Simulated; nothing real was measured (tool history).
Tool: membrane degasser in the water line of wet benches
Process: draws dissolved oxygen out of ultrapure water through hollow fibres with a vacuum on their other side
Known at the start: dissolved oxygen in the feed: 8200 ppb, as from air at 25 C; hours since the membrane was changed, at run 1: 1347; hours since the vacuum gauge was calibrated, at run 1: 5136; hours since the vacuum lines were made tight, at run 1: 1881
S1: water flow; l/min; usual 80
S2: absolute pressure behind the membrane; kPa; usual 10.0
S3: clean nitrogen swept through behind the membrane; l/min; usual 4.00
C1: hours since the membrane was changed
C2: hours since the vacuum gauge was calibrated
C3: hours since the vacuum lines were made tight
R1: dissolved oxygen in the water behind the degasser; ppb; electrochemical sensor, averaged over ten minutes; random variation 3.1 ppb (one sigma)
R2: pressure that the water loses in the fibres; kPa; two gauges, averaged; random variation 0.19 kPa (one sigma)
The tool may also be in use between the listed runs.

run    hour   S1    S2     S3    C1    C2    C3     R1     R2
  1     0.0   80  10.0   4.00  1347  5136  1881  299.8  38.79
  2    88.5   80  10.0   4.00  1435  5224  1970  305.7  38.90
  3   237.8   80  10.0   5.69  1585  5374  2119  228.1  38.94
      360.7  -- vacuum gauge calibrated
  4   419.2   80  10.0   5.69  1766    59  2300  228.4  38.97
  5   503.6   80  10.0   5.69  1850   143  2384  226.9  38.92
  6   628.6   80  10.0   5.69  1975   268  2509  227.9  39.09
  7   722.5   80  10.0   5.69  2069   362  2603  224.8  38.87
  8   893.1   92  10.0   4.00  2239   532  2774  351.4  44.52
  9   984.7   92   6.6   4.00  2331   624  2865  184.3  44.53
 10  1163.0   62  10.0   4.00  2509   802  3044  238.6  29.95
 11  1283.1   62  10.0   4.00  2629   922  3164  238.5  30.28
 12  1483.3   62  10.0   4.00  2830  1123  3364  237.1  29.69
 13  1568.8   62  10.0   4.00  2915  1208  3450  236.9  29.98
 14  1733.9   55   7.0   2.86  3080  1373  3615  161.3  26.80
 15  1918.1   93  10.0   6.47  3264  1557  3799  240.8  45.09
 16  2013.5  121  15.5  11.73  3360  1653  3894  342.2  58.60
 17  2120.5   59  10.0   6.90  3467  1760  4001  135.8  28.41

Forecast each of these 4 alternatives for the next run:
  A  2254.3  72  10.0  6.90  3601  1894  4135   ?   ?
  B  2254.3  62   8.9  3.60  3601  1894  4135   ?   ?
  C  2254.3  63   6.1  2.43  3601  1894  4135   ?   ?
  D  2254.3  80  11.8  3.28  3601  1894  4135   ?   ?

run     R1     R2
  A  172.4  34.94
  B  218.4  30.07
  C  161.7  30.51
  D  447.4  38.47
Without the tool's hidden state the same runs would have given:
run     R1     R2
  A  172.3  34.93
  B  218.3  30.06
  C  161.6  30.50
  D  447.2  38.45

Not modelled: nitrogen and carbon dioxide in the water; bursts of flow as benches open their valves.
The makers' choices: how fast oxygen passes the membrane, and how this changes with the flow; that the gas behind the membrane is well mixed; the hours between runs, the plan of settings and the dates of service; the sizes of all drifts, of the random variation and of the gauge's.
